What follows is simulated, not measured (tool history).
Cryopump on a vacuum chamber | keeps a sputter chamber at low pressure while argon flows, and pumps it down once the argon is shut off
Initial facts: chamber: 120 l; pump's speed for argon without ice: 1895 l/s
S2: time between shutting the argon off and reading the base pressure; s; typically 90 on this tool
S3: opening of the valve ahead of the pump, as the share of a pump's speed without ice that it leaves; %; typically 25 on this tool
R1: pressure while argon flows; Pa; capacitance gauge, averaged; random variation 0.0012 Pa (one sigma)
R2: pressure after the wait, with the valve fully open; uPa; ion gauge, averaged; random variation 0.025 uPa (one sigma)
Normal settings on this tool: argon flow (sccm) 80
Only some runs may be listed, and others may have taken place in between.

run 1 day=0 | argon_flow_(sccm)=80 S2=90 S3=25 | R1=0.3064 R2=1.51
run 2 day=0.896 | argon_flow_(sccm)=80 S2=90 S3=22 | R1=0.3494 R2=1.49
run 3 day=2.242 | argon_flow_(sccm)=80 S2=90 S3=22 | R1=0.345 R2=1.53
run 4 day=3.154 | argon_flow_(sccm)=80 S2=90 S3=22 | R1=0.3499 R2=1.45
run 5 day=4.167 | argon_flow_(sccm)=80 S2=90 S3=22 | R1=0.3522 R2=1.5
run 6 day=5.288 | argon_flow_(sccm)=80 S2=90 S3=22 | R1=0.3494 R2=1.56
run 7 day=5.904 | argon_flow_(sccm)=80 S2=90 S3=25 | R1=0.3141 R2=1.5
run 8 day=7.288 | argon_flow_(sccm)=80 S2=90 S3=25 | R1=0.3157 R2=1.63
run 9 day=8.683 | argon_flow_(sccm)=80 S2=90 S3=25 | R1=0.3172 R2=1.62
run 10 day=9.821 | argon_flow_(sccm)=80 S2=90 S3=25 | R1=0.3166 R2=1.59
run 11 day=10.9 | argon_flow_(sccm)=80 S2=90 S3=25 | R1=0.3178 R2=1.63
run 12 day=12.367 | argon_flow_(sccm)=80 S2=90 S3=25 | R1=0.3189 R2=1.74
run 13 day=13.412 | argon_flow_(sccm)=36 S2=90 S3=25 | R1=0.1447 R2=1.69
run 14 day=14.6 | argon_flow_(sccm)=45 S2=90 S3=25 | R1=0.1812 R2=1.71
run 15 day=15.317 | argon_flow_(sccm)=80 S2=45 S3=25 | R1=0.323 R2=2.59
run 16 day=16.417 | argon_flow_(sccm)=80 S2=45 S3=25 | R1=0.3244 R2=2.55
run 17 day=17.146 | argon_flow_(sccm)=80 S2=90 S3=32 | R1=0.2646 R2=1.78
run 18 day=17.862 | argon_flow_(sccm)=45 S2=21 S3=48 | R1=0.1054 R2=4.36
-- day=18.196 pump warmed up, emptied and cooled again
run 19 day=19.512 | argon_flow_(sccm)=45 S2=21 S3=20 | R1=0.2012 R2=4.25
run 20 day=20.971 | argon_flow_(sccm)=80 S2=90 S3=36 | R1=0.2016 R2=1.45
run 21 day=21.917 | argon_flow_(sccm)=80 S2=90 S3=36 | R1=0.2016 R2=1.5
run 22 day=22.575 | argon_flow_(sccm)=80 S2=90 S3=36 | R1=0.2013 R2=1.45
run 23 day=23.288 | argon_flow_(sccm)=60 S2=58 S3=15 | R1=0.3587 R2=1.92
run 24 day=24.629 | argon_flow_(sccm)=60 S2=51 S3=15 | R1=0.3588 R2=2.13
run 25 day=25.242 | argon_flow_(sccm)=60 S2=51 S3=15 | R1=0.3598 R2=2.14
run 26 day=26.629 | argon_flow_(sccm)=78 S2=156 S3=25 | R1=0.2819 R2=1.17
run 27 day=27.271 | argon_flow_(sccm)=137 S2=80 S3=51 | R1=0.2507 R2=1.59
run 28 day=28.517 | argon_flow_(sccm)=117 S2=112 S3=56 | R1=0.1964 R2=1.4
run 29 day=29.871 | argon_flow_(sccm)=152 S2=37 S3=27 | R1=0.519 R2=2.81
run 30 day=31.033 | argon_flow_(sccm)=152 S2=37 S3=27 | R1=0.5188 R2=2.84
run 31 day=32.192 | argon_flow_(sccm)=152 S2=37 S3=27 | R1=0.5191 R2=2.81
run 32 day=32.879 | argon_flow_(sccm)=152 S2=123 S3=29 | R1=0.4875 R2=1.4
run 33 day=33.542 | argon_flow_(sccm)=81 S2=40 S3=25 | R1=0.2982 R2=2.64

Difference, measured minus no-hidden-state, one row per run. Run-to-run variation is common to both terms; the gauge's own scatter need not be:
The tool's hidden condition here consists of: pump's speed, % of a pump's without ice; cold plate's temperature, K; leak into the chamber, uPa l/s; drift of the gauge itself on working_pa, %; drift of the gauge itself on base_upa, %.
run=1 R1=+0.0222 R2=+0.47
run=2 R1=+0.0232 R2=+0.46
run=3 R1=+0.0241 R2=+0.5
run=4 R1=+0.0251 R2=+0.49
run=5 R1=+0.0261 R2=+0.5
run=6 R1=+0.0269 R2=+0.55
run=7 R1=+0.0276 R2=+0.54
run=8 R1=+0.0291 R2=+0.58
run=9 R1=+0.0307 R2=+0.59
run=10 R1=+0.0318 R2=+0.61
run=11 R1=+0.0329 R2=+0.64
run=12 R1=+0.0345 R2=+0.68
run=13 R1=+0.0161 R2=+0.67
run=14 R1=+0.0209 R2=+0.7
run=15 R1=+0.0381 R2=+0.71
run=16 R1=+0.0396 R2=+0.72
run=17 R1=+0.0408 R2=+0.74
run=18 R1=+0.0232 R2=+0.72
run=19 R1=+0.0008 R2=+0.43
run=20 R1=+0.0024 R2=+0.45
run=21 R1=+0.0029 R2=+0.47
run=22 R1=+0.0033 R2=+0.47
run=23 R1=+0.0028 R2=+0.48
run=24 R1=+0.0034 R2=+0.49
run=25 R1=+0.0036 R2=+0.5
run=26 R1=+0.0056 R2=+0.51
run=27 R1=+0.0105 R2=+0.51
run=28 R1=+0.0101 R2=+0.54
run=29 R1=+0.0149 R2=+0.56
run=30 R1=+0.0162 R2=+0.58
run=31 R1=+0.0176 R2=+0.59
run=32 R1=+0.0185 R2=+0.6
run=33 R1=+0.0103 R2=+0.59

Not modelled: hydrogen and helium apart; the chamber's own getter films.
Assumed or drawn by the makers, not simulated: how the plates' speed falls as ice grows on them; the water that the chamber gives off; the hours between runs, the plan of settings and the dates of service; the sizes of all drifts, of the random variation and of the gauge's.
